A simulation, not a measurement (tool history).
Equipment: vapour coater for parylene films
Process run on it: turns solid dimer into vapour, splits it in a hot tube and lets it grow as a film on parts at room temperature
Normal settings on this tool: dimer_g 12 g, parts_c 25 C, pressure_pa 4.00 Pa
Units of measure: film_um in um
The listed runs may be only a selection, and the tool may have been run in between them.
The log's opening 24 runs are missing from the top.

run    hour  dimer_g  parts_c  pressure_pa  hours of work since the trap's valve was overhauled  hours of work since the table's thermometer was calibrated  film_um
 25  1065.1       12       34         5.73                                                   62                                                         108     6.56
 26  1110.9       13       31        10.45                                                   94                                                         139     7.00
 27  1172.5        7       31         5.99                                                  136                                                         181     4.30
     1202.9  -- table's thermometer calibrated, once more
 28  1218.1       20       25         3.75                                                  167                                                          10    18.26
 29  1263.8       20       25         3.75                                                  198                                                          42    18.18
 30  1296.6       18       29         2.64                                                  220                                                          64    14.94
 31  1325.9       18       29         2.64                                                  240                                                          84    14.97
 32  1374.4       12       25         6.61                                                  274                                                         117     9.54

Below are 3 alternative next runs, each starting from the tool's condition after run 32. Predict each:
  A  1428.1       16       27         4.00                                                  310                                                         154        ?
  B  1428.1       20       25         2.83                                                  310                                                         154        ?
  C  1428.1        7       25         9.38                                                  310                                                         154        ?

run  film_um
  A    13.01
  B    19.54
  C     5.03
Without the tool's hidden state the same runs would have given:
run  film_um
  A    13.41
  B    20.14
  C     5.18

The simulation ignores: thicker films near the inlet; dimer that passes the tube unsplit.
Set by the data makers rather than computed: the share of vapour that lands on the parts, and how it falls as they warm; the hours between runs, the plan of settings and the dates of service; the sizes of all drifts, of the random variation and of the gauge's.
